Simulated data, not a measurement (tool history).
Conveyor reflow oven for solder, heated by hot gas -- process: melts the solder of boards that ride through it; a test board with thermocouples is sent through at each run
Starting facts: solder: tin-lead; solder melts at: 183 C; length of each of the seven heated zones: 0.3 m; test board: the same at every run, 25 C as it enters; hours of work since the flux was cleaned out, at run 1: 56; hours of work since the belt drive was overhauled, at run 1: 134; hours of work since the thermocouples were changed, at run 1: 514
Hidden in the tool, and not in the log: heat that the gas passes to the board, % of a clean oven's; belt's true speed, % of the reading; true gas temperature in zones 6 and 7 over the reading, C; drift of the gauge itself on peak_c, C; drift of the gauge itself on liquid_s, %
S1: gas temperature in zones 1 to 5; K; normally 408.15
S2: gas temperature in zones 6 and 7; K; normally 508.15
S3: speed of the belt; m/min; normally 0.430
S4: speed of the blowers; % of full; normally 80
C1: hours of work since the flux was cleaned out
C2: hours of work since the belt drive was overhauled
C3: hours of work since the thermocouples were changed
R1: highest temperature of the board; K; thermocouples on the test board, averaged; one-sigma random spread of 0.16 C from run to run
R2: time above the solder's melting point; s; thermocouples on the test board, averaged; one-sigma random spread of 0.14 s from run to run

{"run": 1, "day": 0.0, "S1": 408.15, "S2": 508.15, "S3": 0.43, "S4": 80, "C1": 56, "C2": 134, "C3": 514, "R1": 490.55, "R2": 61.8}
{"run": 2, "day": 2.012, "S1": 408.15, "S2": 508.15, "S3": 0.354, "S4": 80, "C1": 84, "C2": 162, "C3": 542, "R1": 495.65, "R2": 81.8}
{"run": 3, "day": 5.721, "S1": 408.15, "S2": 508.15, "S3": 0.354, "S4": 80, "C1": 136, "C2": 214, "C3": 594, "R1": 495.45, "R2": 81.5}
{"run": 4, "day": 7.475, "S1": 408.15, "S2": 508.15, "S3": 0.354, "S4": 80, "C1": 161, "C2": 239, "C3": 618, "R1": 495.35, "R2": 81.2}
{"run": 5, "day": 10.233, "S1": 408.15, "S2": 508.15, "S3": 0.43, "S4": 80, "C1": 199, "C2": 277, "C3": 657, "R1": 489.15, "R2": 60.9}
{"run": 6, "day": 14.062, "S1": 408.15, "S2": 508.15, "S3": 0.43, "S4": 80, "C1": 253, "C2": 331, "C3": 710, "R1": 488.65, "R2": 60.6}
{"day": 18.408, "done": "flux residue cleaned out of gas plates and filters"}
{"run": 7, "day": 18.512, "S1": 408.15, "S2": 508.15, "S3": 0.43, "S4": 80, "C1": 1, "C2": 390, "C3": 770, "R1": 490.05, "R2": 61.7}
{"day": 19.225, "done": "thermocouples of zones 6 and 7 changed"}
{"run": 8, "day": 21.454, "S1": 408.15, "S2": 508.15, "S3": 0.43, "S4": 89, "C1": 41, "C2": 430, "C3": 31, "R1": 494.55, "R2": 66.0}
{"run": 9, "day": 24.488, "S1": 408.15, "S2": 504.15, "S3": 0.43, "S4": 80, "C1": 84, "C2": 472, "C3": 74, "R1": 488.15, "R2": 60.3}
{"run": 10, "day": 26.408, "S1": 408.15, "S2": 504.15, "S3": 0.43, "S4": 80, "C1": 111, "C2": 499, "C3": 100, "R1": 487.95, "R2": 60.1}
{"run": 11, "day": 29.325, "S1": 408.15, "S2": 508.15, "S3": 0.43, "S4": 84, "C1": 152, "C2": 540, "C3": 141, "R1": 492.05, "R2": 64.0}
{"day": 29.767, "done": "belt drive overhauled, speed set with a stopwatch"}
{"run": 12, "day": 33.383, "S1": 408.15, "S2": 508.15, "S3": 0.43, "S4": 84, "C1": 206, "C2": 51, "C3": 196, "R1": 492.25, "R2": 64.1}
{"run": 13, "day": 35.667, "S1": 408.15, "S2": 508.15, "S3": 0.43, "S4": 88, "C1": 238, "C2": 83, "C3": 228, "R1": 492.55, "R2": 64.8}
{"run": 14, "day": 37.925, "S1": 408.15, "S2": 508.15, "S3": 0.43, "S4": 88, "C1": 269, "C2": 114, "C3": 259, "R1": 492.35, "R2": 64.5}
{"day": 38.762, "done": "belt drive overhauled, speed set with a stopwatch, once more"}
{"run": 15, "day": 39.95, "S1": 408.15, "S2": 508.15, "S3": 0.43, "S4": 58, "C1": 295, "C2": 17, "C3": 285, "R1": 482.35, "R2": 51.9}
{"day": 41.438, "done": "flux residue cleaned out of gas plates and filters"}
{"run": 16, "day": 43.792, "S1": 417.15, "S2": 509.15, "S3": 0.43, "S4": 85, "C1": 33, "C2": 67, "C3": 336, "R1": 494.55, "R2": 68.8}
{"run": 17, "day": 46.804, "S1": 399.15, "S2": 497.15, "S3": 0.43, "S4": 59, "C1": 75, "C2": 110, "C3": 378, "R1": 472.25, "R2": 35.8}
{"run": 18, "day": 48.604, "S1": 412.15, "S2": 497.15, "S3": 0.43, "S4": 89, "C1": 100, "C2": 135, "C3": 403, "R1": 483.55, "R2": 58.0}
{"run": 19, "day": 52.204, "S1": 412.15, "S2": 497.15, "S3": 0.43, "S4": 89, "C1": 151, "C2": 185, "C3": 454, "R1": 482.95, "R2": 57.3}
{"run": 20, "day": 54.883, "S1": 407.15, "S2": 508.15, "S3": 0.463, "S4": 80, "C1": 188, "C2": 223, "C3": 491, "R1": 487.05, "R2": 53.8}
{"run": 21, "day": 58.888, "S1": 403.15, "S2": 508.15, "S3": 0.463, "S4": 80, "C1": 244, "C2": 279, "C3": 547, "R1": 486.15, "R2": 51.0}
{"run": 22, "day": 63.046, "S1": 408.15, "S2": 505.15, "S3": 0.43, "S4": 80, "C1": 302, "C2": 337, "C3": 605, "R1": 486.35, "R2": 58.3}
{"day": 63.871, "done": "flux residue cleaned out of gas plates and filters"}
{"run": 23, "day": 66.771, "S1": 399.15, "S2": 505.15, "S3": 0.43, "S4": 64, "C1": 41, "C2": 386, "C3": 655, "R1": 480.45, "R2": 47.9}
{"run": 24, "day": 69.071, "S1": 399.15, "S2": 505.15, "S3": 0.406, "S4": 53, "C1": 73, "C2": 418, "C3": 687, "R1": 477.95, "R2": 46.4}
{"run": 25, "day": 71.8, "S1": 399.15, "S2": 505.15, "S3": 0.406, "S4": 53, "C1": 111, "C2": 456, "C3": 725, "R1": 477.55, "R2": 46.2}
{"run": 26, "day": 75.208, "S1": 399.15, "S2": 505.15, "S3": 0.385, "S4": 62, "C1": 159, "C2": 504, "C3": 773, "R1": 483.35, "R2": 57.6}
{"day": 75.929, "done": "thermocouples of zones 6 and 7 changed"}
{"run": 27, "day": 78.458, "S1": 403.15, "S2": 508.15, "S3": 0.358, "S4": 69, "C1": 203, "C2": 548, "C3": 35, "R1": 493.25, "R2": 76.0}
{"run": 28, "day": 82.508, "S1": 403.15, "S2": 505.15, "S3": 0.349, "S4": 90, "C1": 260, "C2": 605, "C3": 92, "R1": 495.35, "R2": 81.7}
{"run": 29, "day": 85.2, "S1": 403.15, "S2": 505.15, "S3": 0.349, "S4": 90, "C1": 297, "C2": 643, "C3": 130, "R1": 494.85, "R2": 81.5}
{"day": 86.467, "done": "flux residue cleaned out of gas plates and filters"}
{"run": 30, "day": 87.875, "S1": 410.15, "S2": 505.15, "S3": 0.347, "S4": 73, "C1": 20, "C2": 677, "C3": 164, "R1": 493.55, "R2": 82.8}

Consider 3 possible next runs. They are alternatives, not a sequence: every one starts from the tool as it was left by run 30. What does each give?
{"run": "A", "day": 90.45, "S1": 408.15, "S2": 508.15, "S3": 0.43, "S4": 52, "C1": 56, "C2": 713, "C3": 200, "R1": "?", "R2": "?"}
{"run": "B", "day": 90.45, "S1": 410.15, "S2": 496.15, "S3": 0.43, "S4": 51, "C1": 56, "C2": 713, "C3": 200, "R1": "?", "R2": "?"}
{"run": "C", "day": 90.45, "S1": 410.15, "S2": 504.15, "S3": 0.347, "S4": 73, "C1": 56, "C2": 713, "C3": 200, "R1": "?", "R2": "?"}

run=A R1=480.95 R2=50.1
run=B R1=471.55 R2=37.4
run=C R1=492.75 R2=81.7
Without the tool's unlogged condition, the same runs would have read:
run=A R1=481.25 R2=50.0
run=B R1=471.85 R2=37.6
run=C R1=493.35 R2=81.4

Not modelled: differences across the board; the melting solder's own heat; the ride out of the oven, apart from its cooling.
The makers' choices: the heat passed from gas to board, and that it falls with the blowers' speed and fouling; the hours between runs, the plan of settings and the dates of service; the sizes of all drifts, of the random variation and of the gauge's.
